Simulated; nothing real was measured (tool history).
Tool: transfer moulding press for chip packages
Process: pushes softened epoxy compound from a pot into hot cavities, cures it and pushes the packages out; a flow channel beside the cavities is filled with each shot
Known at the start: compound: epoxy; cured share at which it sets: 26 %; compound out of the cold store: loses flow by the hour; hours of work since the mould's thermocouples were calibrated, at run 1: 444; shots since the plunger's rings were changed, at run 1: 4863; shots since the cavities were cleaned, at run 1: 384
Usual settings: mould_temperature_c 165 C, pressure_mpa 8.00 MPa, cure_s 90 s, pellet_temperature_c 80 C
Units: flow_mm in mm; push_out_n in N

run	hour	mould_temperature_c	pressure_mpa	cure_s	pellet_temperature_c	hours of work since the mould's thermocouples were calibrated	shots since the plunger's rings were changed	shots since the cavities were cleaned	incoming compound's hours out of the cold store	flow_mm	push_out_n
1	0.0	165	8.00	90	80	444	4863	384	9.8	586	672
# hour 41.7: cavities cleaned with cleaning compound and waxed
2	46.7	165	8.00	90	80	473	5452	66	24.9	537	497
# hour 95.7: plunger's sealing rings changed
3	97.7	165	8.00	90	79	503	27	698	44.6	537	734
# hour 116.4: cavities cleaned with cleaning compound and waxed
4	148.4	165	8.00	90	79	535	667	417	31.1	574	697
# hour 189.7: cavities cleaned with cleaning compound and waxed
5	191.0	165	8.00	90	79	561	1202	17	23.8	587	472
# hour 263.3: cavities cleaned with cleaning compound and waxed
6	273.5	165	8.00	90	80	612	2256	133	39.0	535	520
7	329.7	165	8.00	90	80	648	2988	865	12.1	612	794
# hour 337.5: cavities cleaned with cleaning compound and waxed
8	404.8	165	8.00	90	80	694	3945	876	30.6	541	803
# hour 413.1: cavities cleaned with cleaning compound and waxed
9	470.0	165	9.06	90	80	735	4774	741	21.9	589	777
# hour 488.6: cavities cleaned with cleaning compound and waxed
10	524.3	165	9.06	90	80	768	5461	464	41.3	525	681
# hour 543.6: mould's thermocouples calibrated
# hour 562.9: cavities cleaned with cleaning compound and waxed
# hour 576.7: plunger's sealing rings changed
11	590.0	165	8.95	90	80	27	173	320	9.0	695	712
12	634.1	165	8.00	90	80	55	747	894	28.3	578	804
# hour 643.1: cavities cleaned with cleaning compound and waxed
13	692.6	165	8.00	90	80	91	1488	643	26.6	582	776
# hour 716.1: cavities cleaned with cleaning compound and waxed
14	758.3	165	8.00	90	86	132	2324	548	15.1	605	759
# hour 788.8: cavities cleaned with cleaning compound and waxed
15	838.0	165	7.63	90	86	181	3342	641	9.5	608	764
# hour 862.4: cavities cleaned with cleaning compound and waxed
16	918.4	164	6.51	106	86	231	4370	730	14.7	529	695
# hour 936.0: cavities cleaned with cleaning compound and waxed
17	956.5	165	7.35	90	75	254	4846	267	18.8	536	629
# hour 1010.0: cavities cleaned with cleaning compound and waxed
18	1023.0	170	8.00	112	80	296	5691	169	20.4	542	456
# hour 1052.6: plunger's sealing rings changed
# hour 1084.4: cavities cleaned with cleaning compound and waxed
19	1091.3	165	6.16	84	73	336	484	89	14.3	544	575
20	1139.6	165	8.00	90	82	367	1113	718	47.2	522	757
# hour 1159.5: cavities cleaned with cleaning compound and waxed
21	1223.5	165	8.00	90	82	419	2185	832	18.3	592	818
# hour 1231.4: cavities cleaned with cleaning compound and waxed
22	1299.1	165	8.00	82	75	466	3150	881	14.3	605	1053
# hour 1307.7: cavities cleaned with cleaning compound and waxed
# hour 1381.6: cavities cleaned with cleaning compound and waxed
23	1381.6	161	8.57	96	80	517	4184	0	21.2	597	492
# hour 1452.3: cavities cleaned with cleaning compound and waxed
24	1456.9	168	6.39	105	85	563	5145	59	47.1	423	404
# hour 1527.5: plunger's sealing rings changed
# hour 1529.0: cavities cleaned with cleaning compound and waxed
25	1530.9	165	8.00	79	80	608	25	25	20.2	614	599
26	1582.2	171	8.00	90	80	640	692	692	31.1	553	668
# hour 1600.8: cavities cleaned with cleaning compound and waxed
27	1622.4	161	7.47	95	79	665	1197	281	40.6	536	646

3 ways to go on from here, each from the tool as it stands after run 27. What would each give?
A	1656.8	167	8.00	90	73	686	1644	728	10.9	?	?
B	1656.8	165	6.98	90	80	686	1644	728	8.7	?	?
C	1656.8	161	9.20	95	79	686	1644	728	32.2	?	?

run	flow_mm	push_out_n
A	623	734
B	602	813
C	607	829
Without the tool's hidden state the same runs would have given:
run	flow_mm	push_out_n
A	646	438
B	624	491
C	630	507

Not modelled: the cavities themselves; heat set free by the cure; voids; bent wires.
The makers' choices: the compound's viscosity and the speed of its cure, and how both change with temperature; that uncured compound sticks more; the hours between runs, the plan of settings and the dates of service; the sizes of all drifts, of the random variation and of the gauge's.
